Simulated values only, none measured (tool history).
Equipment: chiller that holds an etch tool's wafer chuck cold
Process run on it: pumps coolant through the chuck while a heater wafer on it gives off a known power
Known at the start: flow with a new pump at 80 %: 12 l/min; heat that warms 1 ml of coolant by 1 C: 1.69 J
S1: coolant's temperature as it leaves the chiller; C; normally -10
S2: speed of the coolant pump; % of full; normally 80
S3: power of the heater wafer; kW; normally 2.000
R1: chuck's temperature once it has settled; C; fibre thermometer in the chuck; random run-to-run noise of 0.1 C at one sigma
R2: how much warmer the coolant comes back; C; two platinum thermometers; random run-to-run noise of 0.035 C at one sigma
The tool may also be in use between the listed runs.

run,hour,S1,S2,S3,R1,R2
1,0.0,-10,80,2.000,6.2,6.32
2,168.0,-10,80,2.000,6.3,6.33
3,355.5,-10,85,2.000,5.7,5.96
# hour 376.4: chiller's thermometer calibrated
4,570.1,-10,66,2.000,8.6,7.76
5,751.3,-10,66,2.000,8.6,7.77
6,871.7,-10,66,2.000,8.6,7.74
# hour 982.5: chiller's thermometer calibrated, once more
7,1054.9,-14,85,1.619,-1.0,4.89
8,1189.6,-1,67,1.144,9.7,4.40

What will run 9 give?
9,1374.5,-13,71,1.144,?,?

R1: -2.7 C
R2: 4.12 C
With the hidden condition absent and the run-to-run variation left alone, this run would have shown R1 -3.5 C, R2 3.79 C.

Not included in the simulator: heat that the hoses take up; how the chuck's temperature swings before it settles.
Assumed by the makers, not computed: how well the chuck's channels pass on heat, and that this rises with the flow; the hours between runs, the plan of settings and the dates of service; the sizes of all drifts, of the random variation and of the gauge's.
